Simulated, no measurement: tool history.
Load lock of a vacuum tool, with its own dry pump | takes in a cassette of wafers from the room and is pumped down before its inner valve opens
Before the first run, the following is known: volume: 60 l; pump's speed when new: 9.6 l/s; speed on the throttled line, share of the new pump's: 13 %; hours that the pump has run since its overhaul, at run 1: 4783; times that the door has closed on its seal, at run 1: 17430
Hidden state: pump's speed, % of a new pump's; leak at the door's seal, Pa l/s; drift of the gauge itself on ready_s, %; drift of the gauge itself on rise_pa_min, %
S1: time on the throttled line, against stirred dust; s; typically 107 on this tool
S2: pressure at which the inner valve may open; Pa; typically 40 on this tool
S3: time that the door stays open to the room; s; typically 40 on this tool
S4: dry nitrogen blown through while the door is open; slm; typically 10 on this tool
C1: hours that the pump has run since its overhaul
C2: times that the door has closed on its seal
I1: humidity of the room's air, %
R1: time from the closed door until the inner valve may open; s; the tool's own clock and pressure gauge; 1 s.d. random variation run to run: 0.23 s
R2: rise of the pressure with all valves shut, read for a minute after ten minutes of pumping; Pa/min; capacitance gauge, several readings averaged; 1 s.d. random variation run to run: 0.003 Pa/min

run 1 day=0.000 | S1=107 S2=40 S3=40 S4=10 | C1=4783 C2=17430 | I1=44.7 | R1=143.1 R2=0.090
run 2 day=4.775 | S1=107 S2=40 S3=40 S4=10 | C1=4897 C2=17803 | I1=45.3 | R1=142.7 R2=0.099
run 3 day=9.012 | S1=107 S2=40 S3=40 S4=10 | C1=4999 C2=18134 | I1=45.4 | R1=142.7 R2=0.098
run 4 day=14.062 | S1=107 S2=40 S3=40 S4=10 | C1=5120 C2=18528 | I1=47.3 | R1=142.6 R2=0.105
run 5 day=21.942 | S1=107 S2=40 S3=40 S4=10 | C1=5309 C2=19144 | I1=45.8 | R1=142.9 R2=0.106
run 6 day=26.204 | S1=107 S2=40 S3=40 S4=10 | C1=5412 C2=19477 | I1=45.8 | R1=143.4 R2=0.109
run 7 day=33.933 | S1=107 S2=40 S3=40 S4=10 | C1=5597 C2=20080 | I1=46.7 | R1=143.2 R2=0.110
run 8 day=37.512 | S1=107 S2=40 S3=40 S4=10 | C1=5683 C2=20360 | I1=44.7 | R1=142.9 R2=0.109
run 9 day=42.838 | S1=107 S2=40 S3=65 S4=10 | C1=5811 C2=20776 | I1=43.7 | R1=143.4 R2=0.129
run 10 day=49.750 | S1=107 S2=40 S3=65 S4=10 | C1=5977 C2=21316 | I1=46.7 | R1=142.7 R2=0.126
run 11 day=56.846 | S1=107 S2=40 S3=40 S4=6 | C1=6147 C2=21870 | I1=41.7 | R1=143.1 R2=0.120

Expected results for the next run?
run 12 day=61.279 | S1=107 S2=40 S3=40 S4=6 | C1=6253 C2=22216 | I1=46.5 | R1=? R2=?

{"run 12": {"R1": 143.2, "R2": 0.13}}
If the tool had no hidden condition, the same run with the same run-to-run variation would have returned R1 142.2 s, R2 0.042 Pa/min.

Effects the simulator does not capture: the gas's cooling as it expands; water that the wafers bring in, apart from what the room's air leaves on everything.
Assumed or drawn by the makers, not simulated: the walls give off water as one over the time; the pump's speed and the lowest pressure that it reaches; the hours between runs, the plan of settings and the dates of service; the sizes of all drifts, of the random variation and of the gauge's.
